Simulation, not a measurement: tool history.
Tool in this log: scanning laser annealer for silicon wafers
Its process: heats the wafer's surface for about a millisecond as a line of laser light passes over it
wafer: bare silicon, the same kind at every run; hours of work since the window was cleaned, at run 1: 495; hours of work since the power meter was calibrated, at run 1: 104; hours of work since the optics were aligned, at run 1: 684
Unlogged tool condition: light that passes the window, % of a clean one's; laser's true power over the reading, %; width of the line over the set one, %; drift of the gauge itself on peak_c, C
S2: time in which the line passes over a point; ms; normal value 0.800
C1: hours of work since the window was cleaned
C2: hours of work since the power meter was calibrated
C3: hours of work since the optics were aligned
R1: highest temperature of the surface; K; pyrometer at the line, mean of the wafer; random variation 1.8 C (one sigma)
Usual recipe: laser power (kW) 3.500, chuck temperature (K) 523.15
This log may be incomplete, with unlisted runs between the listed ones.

{"run": 1, "hour": 0.0, "laser power (kW)": 3.5, "S2": 0.8, "chuck temperature (K)": 523.15, "C1": 495, "C2": 104, "C3": 684, "R1": 1305.15}
{"hour": 4.8, "done": "window over the wafer cleaned"}
{"run": 2, "hour": 34.1, "laser power (kW)": 3.5, "S2": 0.8, "chuck temperature (K)": 523.15, "C1": 13, "C2": 118, "C3": 698, "R1": 1305.15}
{"run": 3, "hour": 57.7, "laser power (kW)": 3.5, "S2": 0.8, "chuck temperature (K)": 523.15, "C1": 23, "C2": 128, "C3": 708, "R1": 1312.15}
{"run": 4, "hour": 77.7, "laser power (kW)": 3.5, "S2": 0.8, "chuck temperature (K)": 523.15, "C1": 31, "C2": 137, "C3": 716, "R1": 1308.15}
{"run": 5, "hour": 95.7, "laser power (kW)": 3.5, "S2": 0.8, "chuck temperature (K)": 523.15, "C1": 39, "C2": 144, "C3": 724, "R1": 1305.15}
{"run": 6, "hour": 125.9, "laser power (kW)": 3.5, "S2": 0.8, "chuck temperature (K)": 523.15, "C1": 52, "C2": 157, "C3": 737, "R1": 1309.15}
{"run": 7, "hour": 146.6, "laser power (kW)": 3.151, "S2": 0.8, "chuck temperature (K)": 523.15, "C1": 61, "C2": 166, "C3": 746, "R1": 1227.15}
{"run": 8, "hour": 164.5, "laser power (kW)": 3.151, "S2": 0.8, "chuck temperature (K)": 523.15, "C1": 68, "C2": 174, "C3": 753, "R1": 1229.15}
{"run": 9, "hour": 196.5, "laser power (kW)": 3.151, "S2": 0.8, "chuck temperature (K)": 523.15, "C1": 82, "C2": 187, "C3": 767, "R1": 1225.15}
{"run": 10, "hour": 214.7, "laser power (kW)": 3.151, "S2": 0.8, "chuck temperature (K)": 523.15, "C1": 90, "C2": 195, "C3": 775, "R1": 1224.15}
{"run": 11, "hour": 247.9, "laser power (kW)": 3.5, "S2": 0.8, "chuck temperature (K)": 523.15, "C1": 104, "C2": 209, "C3": 789, "R1": 1308.15}
{"run": 12, "hour": 273.5, "laser power (kW)": 3.5, "S2": 0.8, "chuck temperature (K)": 523.15, "C1": 115, "C2": 220, "C3": 800, "R1": 1307.15}
{"run": 13, "hour": 295.8, "laser power (kW)": 3.5, "S2": 0.8, "chuck temperature (K)": 523.15, "C1": 124, "C2": 230, "C3": 810, "R1": 1305.15}
{"run": 14, "hour": 313.9, "laser power (kW)": 3.5, "S2": 0.871, "chuck temperature (K)": 523.15, "C1": 132, "C2": 238, "C3": 817, "R1": 1338.15}
{"run": 15, "hour": 346.7, "laser power (kW)": 3.5, "S2": 0.8, "chuck temperature (K)": 523.15, "C1": 146, "C2": 252, "C3": 831, "R1": 1305.15}
{"run": 16, "hour": 372.8, "laser power (kW)": 3.5, "S2": 0.8, "chuck temperature (K)": 523.15, "C1": 157, "C2": 263, "C3": 843, "R1": 1304.15}
{"run": 17, "hour": 397.8, "laser power (kW)": 3.5, "S2": 0.8, "chuck temperature (K)": 523.15, "C1": 168, "C2": 273, "C3": 853, "R1": 1306.15}
{"run": 18, "hour": 413.0, "laser power (kW)": 3.5, "S2": 0.8, "chuck temperature (K)": 523.15, "C1": 174, "C2": 280, "C3": 860, "R1": 1308.15}
{"run": 19, "hour": 439.7, "laser power (kW)": 3.5, "S2": 0.8, "chuck temperature (K)": 523.15, "C1": 186, "C2": 291, "C3": 871, "R1": 1305.15}
{"run": 20, "hour": 463.1, "laser power (kW)": 3.5, "S2": 0.8, "chuck temperature (K)": 523.15, "C1": 196, "C2": 301, "C3": 881, "R1": 1309.15}
{"run": 21, "hour": 490.2, "laser power (kW)": 3.5, "S2": 0.643, "chuck temperature (K)": 523.15, "C1": 207, "C2": 313, "C3": 893, "R1": 1228.15}
{"run": 22, "hour": 507.3, "laser power (kW)": 3.401, "S2": 0.773, "chuck temperature (K)": 523.15, "C1": 215, "C2": 320, "C3": 900, "R1": 1271.15}
{"run": 23, "hour": 535.7, "laser power (kW)": 3.401, "S2": 0.773, "chuck temperature (K)": 523.15, "C1": 227, "C2": 332, "C3": 912, "R1": 1272.15}
{"run": 24, "hour": 550.8, "laser power (kW)": 3.393, "S2": 0.872, "chuck temperature (K)": 551.15, "C1": 233, "C2": 339, "C3": 919, "R1": 1342.15}
{"run": 25, "hour": 566.6, "laser power (kW)": 3.374, "S2": 0.821, "chuck temperature (K)": 499.15, "C1": 240, "C2": 346, "C3": 925, "R1": 1264.15}
{"run": 26, "hour": 585.5, "laser power (kW)": 3.346, "S2": 0.875, "chuck temperature (K)": 547.15, "C1": 248, "C2": 354, "C3": 933, "R1": 1326.15}
{"run": 27, "hour": 603.5, "laser power (kW)": 3.201, "S2": 0.598, "chuck temperature (K)": 535.15, "C1": 256, "C2": 361, "C3": 941, "R1": 1160.15}
{"run": 28, "hour": 623.6, "laser power (kW)": 3.371, "S2": 0.8, "chuck temperature (K)": 523.15, "C1": 265, "C2": 370, "C3": 950, "R1": 1279.15}
{"run": 29, "hour": 650.9, "laser power (kW)": 3.5, "S2": 0.795, "chuck temperature (K)": 504.15, "C1": 276, "C2": 382, "C3": 961, "R1": 1287.15}
{"run": 30, "hour": 671.9, "laser power (kW)": 3.35, "S2": 0.877, "chuck temperature (K)": 523.15, "C1": 285, "C2": 391, "C3": 970, "R1": 1306.15}
{"run": 31, "hour": 688.7, "laser power (kW)": 3.35, "S2": 0.877, "chuck temperature (K)": 523.15, "C1": 292, "C2": 398, "C3": 978, "R1": 1307.15}
{"run": 32, "hour": 711.8, "laser power (kW)": 3.35, "S2": 0.844, "chuck temperature (K)": 556.15, "C1": 302, "C2": 408, "C3": 987, "R1": 1322.15}
{"run": 33, "hour": 743.3, "laser power (kW)": 3.35, "S2": 0.844, "chuck temperature (K)": 556.15, "C1": 316, "C2": 421, "C3": 1001, "R1": 1326.15}
{"run": 34, "hour": 778.6, "laser power (kW)": 3.351, "S2": 0.937, "chuck temperature (K)": 514.15, "C1": 331, "C2": 436, "C3": 1016, "R1": 1319.15}
{"run": 35, "hour": 796.1, "laser power (kW)": 3.351, "S2": 0.747, "chuck temperature (K)": 538.15, "C1": 338, "C2": 444, "C3": 1023, "R1": 1263.15}
{"run": 36, "hour": 832.2, "laser power (kW)": 3.392, "S2": 0.99, "chuck temperature (K)": 523.15, "C1": 354, "C2": 459, "C3": 1039, "R1": 1359.15}
{"run": 37, "hour": 864.1, "laser power (kW)": 3.5, "S2": 0.642, "chuck temperature (K)": 490.15, "C1": 367, "C2": 473, "C3": 1053, "R1": 1195.15}
{"run": 38, "hour": 900.5, "laser power (kW)": 3.176, "S2": 0.8, "chuck temperature (K)": 557.15, "C1": 383, "C2": 488, "C3": 1068, "R1": 1266.15}
{"run": 39, "hour": 936.3, "laser power (kW)": 3.152, "S2": 0.659, "chuck temperature (K)": 501.15, "C1": 398, "C2": 504, "C3": 1083, "R1": 1141.15}
{"run": 40, "hour": 971.1, "laser power (kW)": 3.771, "S2": 0.608, "chuck temperature (K)": 494.15, "C1": 413, "C2": 518, "C3": 1098, "R1": 1238.15}
{"run": 41, "hour": 986.2, "laser power (kW)": 3.771, "S2": 0.608, "chuck temperature (K)": 533.15, "C1": 419, "C2": 525, "C3": 1105, "R1": 1277.15}

Forecast each of these 4 alternatives for the next run:
{"run": "A", "hour": 1012.7, "laser power (kW)": 3.275, "S2": 0.662, "chuck temperature (K)": 527.15, "C1": 431, "C2": 536, "C3": 1116, "R1": "?"}
{"run": "B", "hour": 1012.7, "laser power (kW)": 3.309, "S2": 0.8, "chuck temperature (K)": 523.15, "C1": 431, "C2": 536, "C3": 1116, "R1": "?"}
{"run": "C", "hour": 1012.7, "laser power (kW)": 3.381, "S2": 0.601, "chuck temperature (K)": 551.15, "C1": 431, "C2": 536, "C3": 1116, "R1": "?"}
{"run": "D", "hour": 1012.7, "laser power (kW)": 3.322, "S2": 0.875, "chuck temperature (K)": 540.15, "C1": 431, "C2": 536, "C3": 1116, "R1": "?"}

run=A R1=1193.15
run=B R1=1262.15
run=C R1=1212.15
run=D R1=1312.15
Without the tool's unlogged condition, the same runs would have read:
run=A R1=1196.15
run=B R1=1265.15
run=C R1=1214.15
run=D R1=1315.15

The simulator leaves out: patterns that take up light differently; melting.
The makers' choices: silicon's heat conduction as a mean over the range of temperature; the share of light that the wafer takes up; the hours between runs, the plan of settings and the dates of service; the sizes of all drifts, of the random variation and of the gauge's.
